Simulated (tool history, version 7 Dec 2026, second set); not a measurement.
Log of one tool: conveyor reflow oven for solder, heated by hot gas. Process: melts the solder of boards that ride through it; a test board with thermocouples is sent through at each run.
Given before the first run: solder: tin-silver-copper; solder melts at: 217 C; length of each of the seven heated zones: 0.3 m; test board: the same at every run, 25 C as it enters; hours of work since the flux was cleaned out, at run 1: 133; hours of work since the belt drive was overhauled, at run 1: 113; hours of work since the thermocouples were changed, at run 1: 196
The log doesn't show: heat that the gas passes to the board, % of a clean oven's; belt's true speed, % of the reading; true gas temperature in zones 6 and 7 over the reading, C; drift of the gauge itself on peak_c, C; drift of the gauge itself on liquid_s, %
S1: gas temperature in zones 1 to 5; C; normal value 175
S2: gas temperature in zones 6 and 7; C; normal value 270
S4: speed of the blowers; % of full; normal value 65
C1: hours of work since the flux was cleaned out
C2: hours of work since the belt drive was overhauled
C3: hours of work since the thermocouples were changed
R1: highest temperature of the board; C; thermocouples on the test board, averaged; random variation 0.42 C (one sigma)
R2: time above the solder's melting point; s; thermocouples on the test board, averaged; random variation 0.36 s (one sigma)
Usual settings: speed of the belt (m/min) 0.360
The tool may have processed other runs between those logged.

run 1 day=0.000 | S1=175 S2=270 speed_of_the_belt_(m/min)=0.360 S4=65 | C1=133 C2=113 C3=196 | R1=259.6 R2=82.7
run 2 day=0.379 | S1=175 S2=270 speed_of_the_belt_(m/min)=0.360 S4=65 | C1=140 C2=119 C3=202 | R1=258.5 R2=82.7
run 3 day=0.788 | S1=175 S2=270 speed_of_the_belt_(m/min)=0.360 S4=65 | C1=146 C2=126 C3=209 | R1=258.0 R2=82.5
run 4 day=1.171 | S1=175 S2=270 speed_of_the_belt_(m/min)=0.360 S4=65 | C1=153 C2=132 C3=215 | R1=258.7 R2=82.5
run 5 day=1.425 | S1=175 S2=283 speed_of_the_belt_(m/min)=0.360 S4=65 | C1=157 C2=136 C3=219 | R1=270.3 R2=90.6
run 6 day=1.862 | S1=190 S2=283 speed_of_the_belt_(m/min)=0.360 S4=65 | C1=164 C2=143 C3=227 | R1=272.2 R2=98.2
run 7 day=2.225 | S1=175 S2=270 speed_of_the_belt_(m/min)=0.360 S4=65 | C1=170 C2=149 C3=232 | R1=258.5 R2=82.5
run 8 day=2.588 | S1=175 S2=270 speed_of_the_belt_(m/min)=0.360 S4=65 | C1=176 C2=155 C3=238 | R1=257.5 R2=82.3
run 9 day=2.988 | S1=175 S2=270 speed_of_the_belt_(m/min)=0.360 S4=65 | C1=182 C2=162 C3=245 | R1=257.9 R2=82.6
run 10 day=3.358 | S1=175 S2=270 speed_of_the_belt_(m/min)=0.312 S4=65 | C1=188 C2=168 C3=251 | R1=261.4 R2=98.9
run 11 day=3.800 | S1=175 S2=270 speed_of_the_belt_(m/min)=0.360 S4=65 | C1=195 C2=175 C3=258 | R1=258.2 R2=82.6
run 12 day=4.254 | S1=175 S2=270 speed_of_the_belt_(m/min)=0.360 S4=65 | C1=203 C2=182 C3=265 | R1=257.4 R2=83.0
run 13 day=4.658 | S1=175 S2=270 speed_of_the_belt_(m/min)=0.360 S4=65 | C1=209 C2=189 C3=272 | R1=258.2 R2=81.6
-- day=4.858 belt drive overhauled, speed set with a stopwatch
run 14 day=5.179 | S1=175 S2=270 speed_of_the_belt_(m/min)=0.360 S4=65 | C1=215 C2=5 C3=278 | R1=258.7 R2=82.9
run 15 day=5.596 | S1=175 S2=270 speed_of_the_belt_(m/min)=0.360 S4=65 | C1=222 C2=12 C3=285 | R1=258.0 R2=82.5
run 16 day=5.842 | S1=175 S2=270 speed_of_the_belt_(m/min)=0.360 S4=65 | C1=226 C2=16 C3=289 | R1=258.2 R2=82.8
-- day=6.096 belt drive overhauled, speed set with a stopwatch, once more
run 17 day=6.217 | S1=175 S2=270 speed_of_the_belt_(m/min)=0.360 S4=65 | C1=229 C2=2 C3=292 | R1=258.0 R2=81.7
run 18 day=6.404 | S1=168 S2=283 speed_of_the_belt_(m/min)=0.360 S4=65 | C1=232 C2=5 C3=295 | R1=268.9 R2=86.0
run 19 day=6.721 | S1=175 S2=282 speed_of_the_belt_(m/min)=0.360 S4=65 | C1=237 C2=10 C3=300 | R1=268.4 R2=88.7

For run 20, what comes out?
run 20 day=7.167 | S1=175 S2=282 speed_of_the_belt_(m/min)=0.360 S4=65 | C1=245 C2=17 C3=307 | R1=? R2=?

{"run 20": {"R1": 268.7, "R2": 89.6}}
Were there no unlogged condition in the tool, this run, its random variation unchanged, would have produced R1 270.3 C, R2 90.5 s.
